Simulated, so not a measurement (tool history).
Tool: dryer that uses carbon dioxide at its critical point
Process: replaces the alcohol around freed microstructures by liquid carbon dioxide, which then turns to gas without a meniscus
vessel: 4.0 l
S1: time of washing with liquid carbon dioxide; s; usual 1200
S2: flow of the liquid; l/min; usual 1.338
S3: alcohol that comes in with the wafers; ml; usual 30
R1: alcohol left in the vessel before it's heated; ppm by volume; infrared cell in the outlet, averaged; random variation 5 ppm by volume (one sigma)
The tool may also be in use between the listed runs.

| run | hour | S1 | S2 | S3 | R1 |
|---|---|---|---|---|---|
| 1 | 0 | 1200 | 1.338 | 30 | 184 |
| 2 | 26.2 | 1200 | 1.338 | 30 | 187 |
| 3 | 51.1 | 1200 | 1.338 | 30 | 205 |
| 4 | 62.4 | 1200 | 1.338 | 30 | 202 |
| 5 | 88 | 1200 | 1.338 | 30 | 206 |
| 6 | 114.5 | 1200 | 2.09 | 30 | 189 |
| 7 | 132.9 | 1200 | 2.09 | 30 | 175 |
| 8 | 159.4 | 1200 | 1.338 | 34 | 226 |
| 9 | 180.4 | 1200 | 1.338 | 34 | 231 |
| 10 | 197.3 | 1200 | 1.338 | 34 | 221 |
| 11 | 216.3 | 1200 | 1.338 | 34 | 235 |
| 12 | 237.6 | 1200 | 1.338 | 70 | 280 |
| 13 | 258.3 | 1200 | 1.338 | 30 | 237 |
| 14 | 271.6 | 1200 | 1.338 | 30 | 248 |
| 15 | 297.4 | 1200 | 1.338 | 30 | 240 |
| 16 | 323.1 | 780 | 1.338 | 30 | 430 |
| 17 | 338.4 | 1200 | 1.338 | 30 | 245 |
| 18 | 359.1 | 1200 | 1.338 | 30 | 258 |
| 19 | 376.4 | 1200 | 1.338 | 30 | 257 |
| 20 | 399.1 | 1200 | 1.338 | 30 | 258 |
| 21 | 421.8 | 1200 | 1.338 | 30 | 260 |
| 22 | 436.4 | 1200 | 1.338 | 30 | 271 |
| 23 | 452.2 | 1200 | 1.338 | 30 | 278 |
| 24 | 473.6 | 1200 | 1.338 | 30 | 260 |
| 25 | 488.5 | 840 | 1.338 | 84 | 741 |
|  | 495.5 | purifier's bed changed |
| 26 | 508 | 840 | 1.338 | 84 | 522 |
| 27 | 528 | 900 | 1.338 | 30 | 152 |
| 28 | 540.2 | 1860 | 1.17 | 95 | 33 |
| 29 | 559.3 | 1860 | 1.17 | 95 | 33 |
| 30 | 576.1 | 900 | 1.338 | 92 | 440 |
| 31 | 592.4 | 1800 | 2.18 | 21 | 32 |
| 32 | 606.8 | 1200 | 1.01 | 26 | 138 |
| 33 | 626.9 | 840 | 0.88 | 49 | 1134 |
| 34 | 645.5 | 900 | 0.88 | 24 | 500 |
| 35 | 671 | 960 | 1.05 | 80 | 800 |
| 36 | 692.1 | 1560 | 1.98 | 80 | 42 |
| 37 | 710.5 | 1020 | 1.98 | 31 | 51 |
| 38 | 730.1 | 780 | 1.95 | 22 | 84 |
| 39 | 743.5 | 780 | 1.95 | 22 | 95 |
| 40 | 755 | 1080 | 0.82 | 22 | 365 |
|  | 780.9 | inlet filter changed |
| 41 | 781.6 | 720 | 1.83 | 104 | 260 |
| 42 | 802.1 | 720 | 1.55 | 104 | 497 |
| 43 | 824 | 1560 | 1.6 | 49 | 58 |
| 44 | 846.5 | 1200 | 1.338 | 52 | 98 |
| 45 | 866.6 | 1620 | 0.87 | 34 | 125 |
| 46 | 881.8 | 1620 | 0.87 | 34 | 113 |
| 47 | 899.6 | 1200 | 1.338 | 54 | 114 |

The same runs without the tool's hidden state, with the same run-to-run variation:
The hidden state here: flow that reaches the vessel past the clogged filter, %; alcohol in the recycled carbon dioxide, ppm; drift of the gauge itself on alcohol_ppm, %.
| run | R1 |
|---|---|
| 1 | 22 |
| 2 | 21 |
| 3 | 35 |
| 4 | 29 |
| 5 | 26 |
| 6 | 12 |
| 7 | 0 |
| 8 | 30 |
| 9 | 37 |
| 10 | 20 |
| 11 | 32 |
| 12 | 64 |
| 13 | 28 |
| 14 | 35 |
| 15 | 21 |
| 16 | 172 |
| 17 | 25 |
| 18 | 28 |
| 19 | 30 |
| 20 | 22 |
| 21 | 16 |
| 22 | 29 |
| 23 | 30 |
| 24 | 20 |
| 25 | 361 |
| 26 | 367 |
| 27 | 103 |
| 28 | 17 |
| 29 | 14 |
| 30 | 286 |
| 31 | 17 |
| 32 | 80 |
| 33 | 856 |
| 34 | 359 |
| 35 | 530 |
| 36 | 11 |
| 37 | 11 |
| 38 | 29 |
| 39 | 37 |
| 40 | 227 |
| 41 | 214 |
| 42 | 442 |
| 43 | 6 |
| 44 | 40 |
| 45 | 64 |
| 46 | 49 |
| 47 | 44 |
